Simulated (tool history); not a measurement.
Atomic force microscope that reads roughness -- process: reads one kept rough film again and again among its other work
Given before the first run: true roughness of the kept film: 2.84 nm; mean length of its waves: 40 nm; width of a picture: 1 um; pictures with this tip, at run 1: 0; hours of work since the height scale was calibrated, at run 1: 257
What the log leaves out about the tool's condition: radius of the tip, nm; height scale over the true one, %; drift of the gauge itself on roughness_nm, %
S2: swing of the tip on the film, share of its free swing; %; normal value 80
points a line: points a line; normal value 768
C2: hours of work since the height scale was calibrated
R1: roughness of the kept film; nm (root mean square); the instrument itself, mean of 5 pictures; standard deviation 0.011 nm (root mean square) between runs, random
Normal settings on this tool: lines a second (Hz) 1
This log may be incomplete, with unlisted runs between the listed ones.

Run 1, day 0: usual settings; pictures with this tip 0; C2 257. Result: R1 2.429 nm (root mean square).
Run 2, day 0.562: usual settings; pictures with this tip 20; C2 267. Result: R1 2.396 nm (root mean square).
Run 3, day 1.229: usual settings; pictures with this tip 43; C2 280. Result: R1 2.332 nm (root mean square).
Run 4, day 2.054: usual settings; pictures with this tip 72; C2 296. Result: R1 2.296 nm (root mean square).
Run 5, day 2.779: usual settings; pictures with this tip 97; C2 309. Result: R1 2.236 nm (root mean square).
Run 6, day 3.633: usual settings; pictures with this tip 127; C2 325. Result: R1 2.196 nm (root mean square).
Run 7, day 4.062: usual settings; pictures with this tip 142; C2 334. Result: R1 2.162 nm (root mean square).
Run 8, day 4.492: usual settings; pictures with this tip 156; C2 342. Result: R1 2.15 nm (root mean square).
Run 9, day 5.446: usual settings but S2 65 %; pictures with this tip 190; C2 360. Result: R1 2.201 nm (root mean square).
Run 10, day 6.346: usual settings but S2 65 %; pictures with this tip 221; C2 377. Result: R1 2.15 nm (root mean square).
Run 11, day 7.25: usual settings but S2 65 %; pictures with this tip 252; C2 394. Result: R1 2.09 nm (root mean square).
At day 7.45: new tip fitted.
Run 12, day 8.129: usual settings but S2 65 %; pictures with this tip 23; C2 410. Result: R1 2.481 nm (root mean square).
Run 13, day 8.842: usual settings but S2 65 %; pictures with this tip 48; C2 423. Result: R1 2.449 nm (root mean square).
Run 14, day 9.675: usual settings; pictures with this tip 77; C2 439. Result: R1 2.274 nm (root mean square).
Run 15, day 10.45: usual settings but S2 59 %; pictures with this tip 104; C2 454. Result: R1 2.36 nm (root mean square).
Run 16, day 11.392: usual settings but S2 59 %; pictures with this tip 137; C2 471. Result: R1 2.311 nm (root mean square).
Run 17, day 12.025: usual settings but S2 59 %, points a line 350; pictures with this tip 159; C2 483. Result: R1 2.267 nm (root mean square).
Run 18, day 12.954: usual settings but S2 60 %; pictures with this tip 191; C2 501. Result: R1 2.195 nm (root mean square).
Run 19, day 13.625: usual settings but S2 60 %, points a line 462; pictures with this tip 215; C2 513. Result: R1 2.178 nm (root mean square).
Run 20, day 14.171: usual settings but S2 60 %, points a line 462; pictures with this tip 234; C2 524. Result: R1 2.13 nm (root mean square).
Run 21, day 14.788: usual settings but S2 60 %, points a line 462; pictures with this tip 255; C2 535. Result: R1 2.113 nm (root mean square).
At day 14.95: new tip fitted.
Run 22, day 15.358: usual settings but S2 77 %; pictures with this tip 14; C2 546. Result: R1 2.399 nm (root mean square).
Run 23, day 15.992: usual settings but S2 77 %; pictures with this tip 36; C2 558. Result: R1 2.375 nm (root mean square).
Run 24, day 16.854: usual settings but S2 77 %; pictures with this tip 66; C2 574. Result: R1 2.316 nm (root mean square).
Run 25, day 17.379: usual settings but S2 81 %; pictures with this tip 84; C2 584. Result: R1 2.258 nm (root mean square).
Run 26, day 17.988: usual settings but S2 81 %; pictures with this tip 106; C2 595. Result: R1 2.219 nm (root mean square).
Run 27, day 18.917: usual settings but S2 81 %; pictures with this tip 138; C2 613. Result: R1 2.165 nm (root mean square).
Run 28, day 19.858: usual settings but S2 72 %, points a line 523; pictures with this tip 171; C2 631. Result: R1 2.188 nm (root mean square).
Run 29, day 20.762: usual settings but lines a second (Hz) 0.62, S2 81 %, points a line 417; pictures with this tip 202; C2 648. Result: R1 2.124 nm (root mean square).
Run 30, day 21.25: usual settings but lines a second (Hz) 1.35, points a line 444; pictures with this tip 219; C2 657. Result: R1 1.988 nm (root mean square).
Run 31, day 21.992: usual settings but lines a second (Hz) 1.35, points a line 444; pictures with this tip 245; C2 671. Result: R1 1.944 nm (root mean square).
At day 22.404: new tip fitted.
Run 32, day 22.446: usual settings but lines a second (Hz) 1.35, S2 69 %, points a line 359; pictures with this tip 1; C2 679. Result: R1 2.474 nm (root mean square).
Run 33, day 23.183: usual settings but S2 68 %, points a line 757; pictures with this tip 27; C2 693. Result: R1 2.437 nm (root mean square).
At day 23.312: height scale calibrated on a step standard.
Run 34, day 23.817: usual settings but S2 68 %, points a line 757; pictures with this tip 47; C2 9. Result: R1 2.408 nm (root mean square).
Run 35, day 24.771: usual settings but lines a second (Hz) 2.96, S2 69 %, points a line 953; pictures with this tip 81; C2 27. Result: R1 2.154 nm (root mean square).
At day 24.892: height scale calibrated on a step standard, once more.
Run 36, day 25.362: usual settings but lines a second (Hz) 2.96, S2 69 %, points a line 953; pictures with this tip 100; C2 9. Result: R1 2.125 nm (root mean square).
Run 37, day 26.321: usual settings but lines a second (Hz) 2.09; pictures with this tip 133; C2 27. Result: R1 2.019 nm (root mean square).
Run 38, day 27.296: usual settings but lines a second (Hz) 2.09, points a line 434; pictures with this tip 167; C2 45. Result: R1 1.945 nm (root mean square).
Run 39, day 28.233: usual settings but lines a second (Hz) 2.09, S2 86 %, points a line 434; pictures with this tip 200; C2 63. Result: R1 1.823 nm (root mean square).
Run 40, day 29.054: usual settings but lines a second (Hz) 0.79, S2 86 %, points a line 434; pictures with this tip 228; C2 78. Result: R1 2.021 nm (root mean square).
Run 41, day 29.562: usual settings but lines a second (Hz) 0.73, S2 67 %, points a line 444; pictures with this tip 246; C2 88. Result: R1 2.104 nm (root mean square).
At day 30.012: new tip fitted.
Run 42, day 30.167: usual settings but lines a second (Hz) 0.73, S2 67 %, points a line 444; pictures with this tip 5; C2 99. Result: R1 2.554 nm (root mean square).
Run 43, day 30.821: usual settings but lines a second (Hz) 3.34, S2 79 %; pictures with this tip 28; C2 111. Result: R1 2.034 nm (root mean square).
Run 44, day 31.446: usual settings but lines a second (Hz) 2.72, S2 76 %, points a line 481; pictures with this tip 50; C2 123. Result: R1 2.131 nm (root mean square).
Run 45, day 32.3: usual settings but lines a second (Hz) 2.79, S2 65 %, points a line 1020; pictures with this tip 79; C2 139. Result: R1 2.273 nm (root mean square).
Run 46, day 32.771: usual settings but S2 84 %, points a line 298; pictures with this tip 96; C2 148. Result: R1 2.197 nm (root mean square).
Run 47, day 33.308: usual settings but lines a second (Hz) 0.84, S2 68 %; pictures with this tip 114; C2 158. Result: R1 2.34 nm (root mean square).
Run 48, day 33.8: usual settings but points a line 301; pictures with this tip 132; C2 168. Result: R1 2.197 nm (root mean square).
Run 49, day 34.721: usual settings but lines a second (Hz) 3.67, S2 67 %, points a line 830; pictures with this tip 164; C2 185. Result: R1 2.029 nm (root mean square).
Run 50, day 35.25: usual settings but lines a second (Hz) 1.78, S2 86 %, points a line 830; pictures with this tip 182; C2 195. Result: R1 1.926 nm (root mean square).
Run 51, day 35.692: usual settings but lines a second (Hz) 1.78, S2 86 %, points a line 830; pictures with this tip 197; C2 203. Result: R1 1.876 nm (root mean square).
Run 52, day 36.175: usual settings but lines a second (Hz) 2.1, S2 86 %, points a line 830; pictures with this tip 214; C2 212. Result: R1 1.789 nm (root mean square).
Run 53, day 36.712: usual settings but lines a second (Hz) 0.98, S2 55 %, points a line 723; pictures with this tip 233; C2 223. Result: R1 2.173 nm (root mean square).

Branching from run 53: 4 alternative next runs. What would each branch give?
Run A, day 37.417: usual settings but lines a second (Hz) 0.98, S2 58 %, points a line 404; pictures with this tip 257; C2 236. Result: R1 ?.
Run B, day 37.417: usual settings but lines a second (Hz) 1.42, S2 58 %, points a line 579; pictures with this tip 257; C2 236. Result: R1 ?.
Run C, day 37.417: usual settings but lines a second (Hz) 1.4, S2 77 %, points a line 305; pictures with this tip 257; C2 236. Result: R1 ?.
Run D, day 37.417: usual settings but lines a second (Hz) 0.53, S2 55 %, points a line 723; pictures with this tip 257; C2 236. Result: R1 ?.

run     R1
  A   2.12
  B    2.1
  C  1.976
  D  2.153
Stripped of hidden state, with their random variation kept, the same runs would have yielded:
run     R1
  A  2.579
  B  2.553
  C  2.401
  D  2.617
